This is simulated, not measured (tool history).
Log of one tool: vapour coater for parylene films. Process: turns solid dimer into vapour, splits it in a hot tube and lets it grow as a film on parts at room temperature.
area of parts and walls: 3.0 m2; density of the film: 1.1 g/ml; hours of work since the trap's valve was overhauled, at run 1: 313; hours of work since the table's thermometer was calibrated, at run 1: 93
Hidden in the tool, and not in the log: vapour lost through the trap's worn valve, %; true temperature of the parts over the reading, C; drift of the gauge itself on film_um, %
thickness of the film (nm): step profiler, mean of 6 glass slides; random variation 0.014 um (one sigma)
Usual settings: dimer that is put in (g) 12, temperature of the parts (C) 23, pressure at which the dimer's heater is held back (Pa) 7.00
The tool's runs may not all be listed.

| run | hour | dimer that is put in (g) | temperature of the parts (C) | pressure at which the dimer's heater is held back (Pa) | hours of work since the trap's valve was overhauled | hours of work since the table's thermometer was calibrated | thickness of the film (nm) |
|---|---|---|---|---|---|---|---|
| 1 | 0.0 | 12 | 23 | 7.00 | 313 | 93 | 1560 |
| 2 | 15.9 | 12 | 23 | 7.00 | 324 | 104 | 1560 |
| 3 | 28.1 | 12 | 23 | 7.00 | 332 | 112 | 1570 |
| 4 | 37.2 | 12 | 23 | 7.00 | 339 | 119 | 1560 |
| 5 | 52.8 | 12 | 23 | 7.00 | 349 | 129 | 1540 |
| 6 | 65.0 | 12 | 23 | 7.00 | 358 | 138 | 1550 |
| 7 | 76.5 | 12 | 23 | 7.00 | 366 | 146 | 1540 |
| 8 | 86.2 | 9 | 23 | 7.00 | 372 | 152 | 1170 |
| 9 | 99.9 | 9 | 23 | 7.00 | 382 | 162 | 1140 |
| 10 | 111.1 | 12 | 23 | 7.00 | 389 | 169 | 1540 |
| 11 | 123.3 | 12 | 16 | 7.00 | 398 | 178 | 2030 |
| 12 | 131.8 | 12 | 23 | 7.00 | 404 | 184 | 1550 |
| 13 | 141.5 | 12 | 23 | 7.00 | 410 | 190 | 1530 |
| 14 | 148.8 | 12 | 23 | 7.00 | 415 | 195 | 1540 |
|  | 161.3 | trap's valve overhauled |
| 15 | 164.6 | 12 | 23 | 7.00 | 2 | 203 | 1680 |
| 16 | 178.7 | 12 | 23 | 7.00 | 12 | 213 | 1660 |
| 17 | 194.4 | 12 | 23 | 7.00 | 23 | 224 | 1660 |
| 18 | 201.9 | 12 | 23 | 7.00 | 28 | 229 | 1660 |
| 19 | 211.2 | 12 | 23 | 7.00 | 34 | 235 | 1660 |
| 20 | 218.7 | 12 | 23 | 7.00 | 39 | 241 | 1670 |
| 21 | 226.4 | 12 | 25 | 7.00 | 45 | 246 | 1560 |
| 22 | 242.2 | 12 | 25 | 7.00 | 56 | 257 | 1550 |
| 23 | 254.1 | 12 | 25 | 7.00 | 64 | 265 | 1510 |
| 24 | 268.4 | 13 | 35 | 9.92 | 74 | 275 | 1120 |
| 25 | 280.4 | 10 | 23 | 6.33 | 82 | 283 | 1390 |
| 26 | 292.2 | 12 | 23 | 4.66 | 90 | 291 | 1720 |
| 27 | 302.4 | 19 | 23 | 4.85 | 97 | 298 | 2660 |
| 28 | 317.3 | 13 | 35 | 6.81 | 107 | 308 | 1120 |
| 29 | 331.7 | 7 | 23 | 7.00 | 117 | 318 | 980 |
| 30 | 340.2 | 15 | 31 | 2.03 | 123 | 324 | 1650 |
| 31 | 349.7 | 7 | 21 | 3.99 | 129 | 331 | 1080 |
| 32 | 356.9 | 20 | 15 | 5.73 | 134 | 336 | 3770 |
| 33 | 369.9 | 20 | 15 | 5.73 | 143 | 344 | 3720 |
| 34 | 384.4 | 13 | 17 | 5.73 | 153 | 354 | 2270 |
| 35 | 392.2 | 13 | 28 | 9.79 | 159 | 360 | 1400 |
| 36 | 404.0 | 12 | 27 | 7.00 | 167 | 368 | 1360 |
| 37 | 411.9 | 12 | 27 | 7.00 | 172 | 373 | 1410 |
| 38 | 422.0 | 12 | 26 | 2.20 | 179 | 380 | 1560 |
| 39 | 429.4 | 12 | 26 | 2.20 | 184 | 385 | 1570 |
| 40 | 439.0 | 12 | 26 | 2.20 | 191 | 392 | 1580 |
| 41 | 447.4 | 12 | 26 | 2.20 | 197 | 398 | 1570 |
| 42 | 460.9 | 12 | 18 | 3.68 | 206 | 407 | 2060 |
| 43 | 471.1 | 18 | 23 | 11.99 | 213 | 414 | 2330 |
| 44 | 485.1 | 12 | 22 | 6.66 | 223 | 424 | 1700 |
| 45 | 500.3 | 8 | 23 | 8.11 | 233 | 434 | 1030 |
| 46 | 507.3 | 6 | 34 | 7.86 | 238 | 439 | 520 |

Hidden state at the last listed run before each entry between runs and at the first one after, where it differs:
Between runs 14 and 15: trap's valve overhauled (hour 161.3)
  vapour lost through the trap's worn valve, %: 8.7 -> 0.1
  measured less the result without the state, thickness of the film (nm): -130 -> +10
